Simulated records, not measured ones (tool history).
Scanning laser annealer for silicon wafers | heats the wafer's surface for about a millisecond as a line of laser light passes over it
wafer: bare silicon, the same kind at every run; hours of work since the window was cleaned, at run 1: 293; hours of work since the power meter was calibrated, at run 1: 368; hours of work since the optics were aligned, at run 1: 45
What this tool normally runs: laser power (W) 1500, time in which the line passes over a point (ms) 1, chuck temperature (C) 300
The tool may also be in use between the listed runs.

run    hour  laser power (W)  time in which the line passes over a point (ms)  chuck temperature (C)  hours of work since the window was cleaned  hours of work since the power meter was calibrated  hours of work since the optics were aligned  highest temperature of the surface (C)
  1       0             1500                                                1                    300                                         293                                                 368                                           45                                    1063
  2    50.1             1500                                                1                    300                                         325                                                 399                                           77                                    1062
  3   120.1             1500                                             1.16                    300                                         369                                                 443                                          121                                    1119
  4   166.1             1500                                             1.15                    300                                         398                                                 472                                          150                                    1119
  5     202             1500                                             1.15                    300                                         420                                                 495                                          172                                    1118
  6   268.8             1500                                             0.72                    300                                         462                                                 537                                          214                                     942
  7   314.2             1500                                                1                    300                                         491                                                 565                                          243                                    1060
  8   366.9             1500                                                1                    300                                         524                                                 598                                          276                                    1063
  9   438.5             1500                                                1                    300                                         569                                                 643                                          321                                    1059
 10     479             1617                                                1                    300                                         594                                                 669                                          346                                    1124
      522.7  -- window over the wafer cleaned
 11   522.7             1500                                                1                    300                                           0                                                 695                                          372                                    1060
 12   574.8             1500                                                1                    300                                          33                                                 727                                          405                                    1060
 13   627.4             1500                                                1                    300                                          66                                                 760                                          438                                    1061
 14   686.9             1388                                                1                    300                                         103                                                 798                                          476                                     997
 15   757.6             1500                                             1.03                    300                                         148                                                 842                                          520                                    1070
 16   820.5             1500                                             1.03                    300                                         187                                                 882                                          559                                    1071
 17   858.2             1500                                             1.03                    281                                         211                                                 905                                          583                                    1052
 18     909             1500                                                1                    280                                         243                                                 937                                          615                                    1039
 19   970.7             1649                                                1                    300                                         281                                                 976                                          654                                    1145
 20  1002.4             1302                                                1                    300                                         301                                                 996                                          674                                     951
 21  1055.1             1348                                             1.01                    279                                         334                                                1029                                          707                                     962
 22  1103.5             1462                                             1.08                    300                                         365                                                1059                                          737                                    1069
 23  1165.7             1462                                             1.08                    300                                         404                                                1098                                          776                                    1068
 24  1236.4             1462                                             1.08                    323                                         448                                                1143                                          821                                    1093
 25  1301.2             1462                                             1.08                    323                                         489                                                1184                                          861                                    1090
 26  1335.4             1500                                                1                    320                                         510                                                1205                                          883                                    1077
 27  1402.6             1336                                             0.99                    325                                         553                                                1247                                          925                                     993
 28  1456.2             1336                                             0.99                    325                                         586                                                1281                                          959                                     992
     1476.9  -- optics aligned, line set to its width
     1518.2  -- window over the wafer cleaned
 29  1532.2             1336                                             0.99                    325                                           9                                                1324                                           33                                     991
 30  1566.3             1500                                                1                    325                                          30                                                1346                                           55                                    1083
 31  1598.6             1500                                                1                    325                                          50                                                1366                                           75                                    1087
 32  1636.5             1413                                                1                    300                                          74                                                1390                                           99                                    1012
 33  1697.7             1413                                                1                    300                                         113                                                1428                                          137                                    1014
 34    1769             1413                                                1                    300                                         157                                                1473                                          182                                    1017
 35    1818             1413                                                1                    300                                         188                                                1504                                          213                                    1015
 36  1852.9             1413                                                1                    300                                         210                                                1526                                          235                                    1012
 37  1915.1             1500                                                1                    281                                         249                                                1565                                          274                                    1042
 38  1979.2             1500                                                1                    281                                         289                                                1605                                          314                                    1039
 39  2044.2             1576                                             0.76                    338                                         330                                                1646                                          355                                    1032
 40  2092.4             1348                                             0.95                    300                                         361                                                1676                                          385                                     957

Alternative continuations, all from the tool just after run 40; predict every row:
  A  2159.6             1478                                             0.93                    323                                         403                                                1718                                          427                                       ?
  B  2159.6             1306                                              0.9                    308                                         403                                                1718                                          427                                       ?
  C  2159.6             1453                                             1.13                    297                                         403                                                1718                                          427                                       ?

run  highest temperature of the surface (C)
  A                                    1044
  B                                     925
  C                                    1081
Take away the tool's hidden state, keep each run's random variation, and the runs would have read:
run  highest temperature of the surface (C)
  A                                    1045
  B                                     925
  C                                    1082
